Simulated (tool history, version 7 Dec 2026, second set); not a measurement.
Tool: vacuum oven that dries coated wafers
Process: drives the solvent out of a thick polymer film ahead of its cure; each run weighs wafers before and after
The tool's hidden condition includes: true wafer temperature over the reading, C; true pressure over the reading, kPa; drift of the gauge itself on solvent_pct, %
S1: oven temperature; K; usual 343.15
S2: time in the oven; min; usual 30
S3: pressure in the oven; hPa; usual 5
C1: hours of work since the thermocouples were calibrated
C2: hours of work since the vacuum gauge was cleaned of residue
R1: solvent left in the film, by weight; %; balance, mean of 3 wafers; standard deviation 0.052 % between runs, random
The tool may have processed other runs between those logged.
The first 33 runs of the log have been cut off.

run,hour,S1,S2,S3,C1,C2,R1
34,484.8,343.15,40,6.12,504,60,0.91
35,500.2,335.15,43,5,516,72,2.19
36,519.9,354.15,30,5,531,87,0.28
37,534.8,354.15,30,5,543,99,0.35
38,551.1,349.15,40,3.75,556,112,0.41
39,570.2,343.15,26,4.77,570,127,2.05
40,586.2,343.15,19,10.11,583,139,3.52
41,606.4,351.15,22,5,599,155,1.04
42,623,328.15,41,5,612,168,4.48
43,637.6,328.15,41,5.51,623,179,4.55
44,656.8,328.15,41,5.51,638,194,4.54
45,667.2,328.15,27,4.93,646,202,6.29
46,680,358.15,36,4.51,656,212,0.18
47,698.1,337.15,17,2.71,671,227,5.39

Each row is a separate what-if for the run after 47, all from the same tool condition, not one after another. Results?
A,706.9,333.15,36,8.15,677,234,?
B,706.9,335.15,17,2.71,677,234,?
C,706.9,330.15,17,2.71,677,234,?
D,706.9,338.15,41,13.32,677,234,?

run,R1
A,3.71
B,6.02
C,7.26
D,2.38
Without the tool's hidden state the same runs would have given:
run,R1
A,3.31
B,5.65
C,6.9
D,2.08
